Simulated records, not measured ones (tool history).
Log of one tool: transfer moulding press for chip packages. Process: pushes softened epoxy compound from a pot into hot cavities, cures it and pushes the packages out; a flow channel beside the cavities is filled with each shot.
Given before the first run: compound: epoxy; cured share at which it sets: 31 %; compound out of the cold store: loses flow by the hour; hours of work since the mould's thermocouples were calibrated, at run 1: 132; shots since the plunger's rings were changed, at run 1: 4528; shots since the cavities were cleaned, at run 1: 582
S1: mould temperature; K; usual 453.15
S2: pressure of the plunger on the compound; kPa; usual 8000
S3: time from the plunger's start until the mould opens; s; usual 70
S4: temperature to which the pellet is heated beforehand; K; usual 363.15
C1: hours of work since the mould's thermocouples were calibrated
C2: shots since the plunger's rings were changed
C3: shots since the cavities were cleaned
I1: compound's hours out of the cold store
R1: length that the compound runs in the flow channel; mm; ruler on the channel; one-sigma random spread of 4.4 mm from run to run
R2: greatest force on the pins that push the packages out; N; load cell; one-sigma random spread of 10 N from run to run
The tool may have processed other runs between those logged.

run	hour	S1	S2	S3	S4	C1	C2	C3	I1	R1	R2
1	0	453.15	8000	70	363.15	132	4528	582	22.4	772	754
# hour 13.1: cavities cleaned with cleaning compound and waxed
2	54.2	453.15	8000	70	363.15	160	5275	583	32.8	728	766
# hour 64.8: cavities cleaned with cleaning compound and waxed
3	107.1	453.15	8000	70	363.15	188	6003	600	35.2	722	796
# hour 117.1: cavities cleaned with cleaning compound and waxed
# hour 146.2: plunger's sealing rings changed
4	164.2	453.15	8000	70	363.15	216	256	632	15.9	837	824
# hour 174.6: cavities cleaned with cleaning compound and waxed
5	206.1	453.15	8000	70	357.15	237	828	447	25	797	770
# hour 226.4: cavities cleaned with cleaning compound and waxed
6	242	453.15	8000	70	357.15	256	1316	222	31.6	773	651
# hour 278.8: cavities cleaned with cleaning compound and waxed
7	292.3	453.15	8000	70	363.15	282	2006	191	38.4	734	605
# hour 329.9: cavities cleaned with cleaning compound and waxed
8	331.6	453.15	8000	70	363.15	302	2542	25	38.1	735	493
9	361.5	453.15	8000	70	363.15	318	2965	448	12.7	827	804
# hour 380.8: cavities cleaned with cleaning compound and waxed
10	403.6	453.15	8000	70	363.15	340	3540	322	16.2	814	756
# hour 432.6: cavities cleaned with cleaning compound and waxed
11	432.7	453.15	8000	70	363.15	354	3932	2	22	784	499
12	468.4	453.15	8000	70	363.15	373	4438	508	32.4	739	771
# hour 484: cavities cleaned with cleaning compound and waxed
13	519	453.15	8000	73	363.15	399	5133	495	44.6	689	659
# hour 535.6: cavities cleaned with cleaning compound and waxed
14	547.6	456.15	8000	73	363.15	414	5517	171	46	670	475
# hour 587.1: cavities cleaned with cleaning compound and waxed
15	587.4	456.15	9060	104	363.15	434	6059	4	37.1	751	299
# hour 619.6: plunger's sealing rings changed
# hour 641.8: cavities cleaned with cleaning compound and waxed
16	643.3	453.15	6770	56	363.15	462	315	22	11.8	783	974
17	667	453.15	8450	70	363.15	475	650	357	18.6	835	750
# hour 693.6: cavities cleaned with cleaning compound and waxed
18	720.4	452.15	9490	70	363.15	502	1385	379	14	917	807
# hour 746.3: cavities cleaned with cleaning compound and waxed
19	768.8	452.15	9490	105	363.15	527	2050	318	33.2	811	451
# hour 797.7: cavities cleaned with cleaning compound and waxed
20	817.7	454.15	8900	75	363.15	552	2721	283	42	746	530
# hour 848.8: cavities cleaned with cleaning compound and waxed
21	853	454.15	6250	75	358.15	571	3201	60	40.8	631	432
# hour 900.6: cavities cleaned with cleaning compound and waxed
22	905.1	454.15	6250	75	358.15	597	3916	63	9.6	734	485
23	947	459.15	6850	90	361.15	620	4510	657	17.2	729	476
# hour 954.5: cavities cleaned with cleaning compound and waxed
24	981.1	455.15	8000	64	366.15	637	4971	376	10.7	812	815
# hour 1006.5: cavities cleaned with cleaning compound and waxed
25	1034	453.15	6260	107	363.15	665	5701	390	12.1	708	456
# hour 1058.7: cavities cleaned with cleaning compound and waxed
26	1078.4	451.15	8000	70	361.15	687	6307	278	10.4	812	884
# hour 1094.8: plunger's sealing rings changed
# hour 1112.3: cavities cleaned with cleaning compound and waxed
27	1112.3	453.15	8000	58	356.15	703	226	0	21.4	817	893

Alternative continuations, all from the tool just after run 27; predict every row:
A	1141.5	453.15	9980	70	354.15	719	640	414	39.2	?	?
B	1141.5	454.15	8000	63	371.15	719	640	414	28.2	?	?
C	1141.5	453.15	7330	53	356.15	719	640	414	14.4	?	?

run	R1	R2
A	838	769
B	786	891
C	812	1721
Had the tool no hidden state, the same runs would have come out as:
run	R1	R2
A	842	492
B	790	569
C	816	1112

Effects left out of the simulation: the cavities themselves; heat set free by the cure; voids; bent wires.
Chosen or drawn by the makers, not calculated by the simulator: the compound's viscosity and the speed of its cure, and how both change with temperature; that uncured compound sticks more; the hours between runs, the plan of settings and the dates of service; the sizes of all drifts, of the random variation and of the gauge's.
